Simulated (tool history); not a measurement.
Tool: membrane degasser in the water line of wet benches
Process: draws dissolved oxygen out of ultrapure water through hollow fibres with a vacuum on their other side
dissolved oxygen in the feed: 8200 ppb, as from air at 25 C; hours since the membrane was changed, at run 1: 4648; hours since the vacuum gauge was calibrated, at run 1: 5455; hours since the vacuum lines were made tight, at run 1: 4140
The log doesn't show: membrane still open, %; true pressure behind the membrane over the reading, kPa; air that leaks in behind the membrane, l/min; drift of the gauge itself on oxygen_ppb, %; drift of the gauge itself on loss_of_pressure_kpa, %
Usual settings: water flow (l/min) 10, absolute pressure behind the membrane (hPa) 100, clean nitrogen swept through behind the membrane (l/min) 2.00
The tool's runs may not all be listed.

| run | hour | water flow (l/min) | absolute pressure behind the membrane (hPa) | clean nitrogen swept through behind the membrane (l/min) | hours since the membrane was changed | hours since the vacuum gauge was calibrated | hours since the vacuum lines were made tight | dissolved oxygen in the water behind the degasser (ppb) | pressure that the water loses in the fibres (hPa) |
|---|---|---|---|---|---|---|---|---|---|
| 1 | 0.0 | 10 | 100 | 2.00 | 4648 | 5455 | 4140 | 86.7 | 685.9 |
| 2 | 285.2 | 10 | 100 | 2.00 | 4933 | 5740 | 4425 | 86.8 | 681.0 |
| 3 | 613.9 | 10 | 100 | 2.00 | 5262 | 6069 | 4754 | 85.5 | 682.6 |
| 4 | 931.1 | 10 | 100 | 2.00 | 5579 | 6386 | 5071 | 85.8 | 686.8 |
| 5 | 1134.1 | 10 | 100 | 2.00 | 5782 | 6589 | 5274 | 86.6 | 686.6 |
| 6 | 1451.5 | 10 | 100 | 2.00 | 6099 | 6907 | 5591 | 86.9 | 681.3 |
| 7 | 1652.5 | 8 | 100 | 2.00 | 6300 | 7108 | 5792 | 68.8 | 547.8 |
| 8 | 1984.9 | 8 | 100 | 2.00 | 6633 | 7440 | 6124 | 68.4 | 541.5 |
|  | 2192.6 | vacuum gauge calibrated |
| 9 | 2238.7 | 8 | 100 | 2.00 | 6886 | 46 | 6378 | 68.9 | 540.5 |
| 10 | 2520.1 | 8 | 100 | 2.00 | 7167 | 327 | 6659 | 68.6 | 543.6 |
| 11 | 2837.7 | 8 | 100 | 2.00 | 7485 | 645 | 6977 | 68.2 | 538.5 |
| 12 | 3092.9 | 8 | 100 | 2.00 | 7740 | 900 | 7232 | 68.9 | 543.1 |
| 13 | 3407.7 | 8 | 100 | 2.00 | 8055 | 1215 | 7547 | 67.8 | 537.0 |
| 14 | 3755.9 | 6 | 100 | 2.00 | 8403 | 1563 | 7895 | 50.9 | 404.1 |
| 15 | 4039.1 | 6 | 100 | 2.00 | 8687 | 1847 | 8178 | 51.4 | 403.0 |
|  | 4171.3 | seals of the vacuum lines changed |
| 16 | 4225.3 | 12 | 100 | 2.00 | 8871 | 2031 | 54 | 105.3 | 806.6 |
|  | 4343.0 | gauge calibrated |
| 17 | 4496.1 | 8 | 109 | 3.55 | 9141 | 2302 | 325 | 44.8 | 550.1 |
| 18 | 4761.0 | 11 | 109 | 3.12 | 9406 | 2566 | 590 | 71.7 | 753.3 |
| 19 | 4904.5 | 6 | 98 | 3.06 | 9550 | 2710 | 733 | 33.1 | 410.0 |
| 20 | 5178.7 | 6 | 98 | 3.06 | 9824 | 2984 | 1007 | 32.4 | 412.9 |
| 21 | 5470.4 | 14 | 226 | 3.58 | 10116 | 3276 | 1299 | 193.9 | 959.2 |
| 22 | 5635.8 | 15 | 152 | 5.19 | 10281 | 3441 | 1465 | 98.7 | 1015.2 |
| 23 | 5918.4 | 10 | 91 | 1.78 | 10564 | 3724 | 1747 | 84.2 | 683.0 |
| 24 | 6225.4 | 9 | 245 | 1.12 | 10871 | 4031 | 2054 | 393.3 | 615.2 |
| 25 | 6394.4 | 10 | 100 | 1.17 | 11040 | 4200 | 2223 | 139.5 | 685.3 |
| 26 | 6693.3 | 10 | 156 | 3.50 | 11339 | 4499 | 2522 | 91.2 | 679.4 |
| 27 | 6840.7 | 11 | 77 | 3.50 | 11486 | 4646 | 2669 | 40.5 | 746.7 |
| 28 | 7030.6 | 7 | 234 | 3.50 | 11676 | 4836 | 2859 | 101.9 | 473.7 |
| 29 | 7270.4 | 7 | 234 | 3.50 | 11916 | 5076 | 3099 | 100.9 | 474.6 |
| 30 | 7520.6 | 10 | 76 | 0.92 | 12166 | 5326 | 3349 | 114.7 | 676.2 |
|  | 7804.0 | gauge calibrated |
| 31 | 7851.3 | 9 | 100 | 1.01 | 12497 | 5657 | 3680 | 144.7 | 618.3 |
| 32 | 8050.3 | 9 | 100 | 1.01 | 12696 | 5856 | 3879 | 145.3 | 622.4 |

Measured less the same run without the tool's hidden state. The same run-to-run variation is in both; the gauge's scatter may not be:
| run | pressure that the water loses in the fibres (hPa) |
|---|---|
| 1 | +0.2 |
| 2 | -0.7 |
| 3 | -1.8 |
| 4 | -2.8 |
| 5 | -3.6 |
| 6 | -4.6 |
| 7 | -4.2 |
| 8 | -5.0 |
| 9 | -5.7 |
| 10 | -6.5 |
| 11 | -7.2 |
| 12 | -8.0 |
| 13 | -8.8 |
| 14 | -7.3 |
| 15 | -7.8 |
| 16 | -16.4 |
| 17 | -0.1 |
| 18 | -1.1 |
| 19 | -0.9 |
| 20 | -1.4 |
| 21 | -4.7 |
| 22 | -5.8 |
| 23 | -4.8 |
| 24 | -5.2 |
| 25 | -6.4 |
| 26 | -7.3 |
| 27 | -8.5 |
| 28 | -5.9 |
| 29 | -6.5 |
| 30 | -10.0 |
| 31 | +0.4 |
| 32 | -0.3 |
dissolved oxygen in the water behind the degasser (ppb): within 0.1 of the measured result in every run.
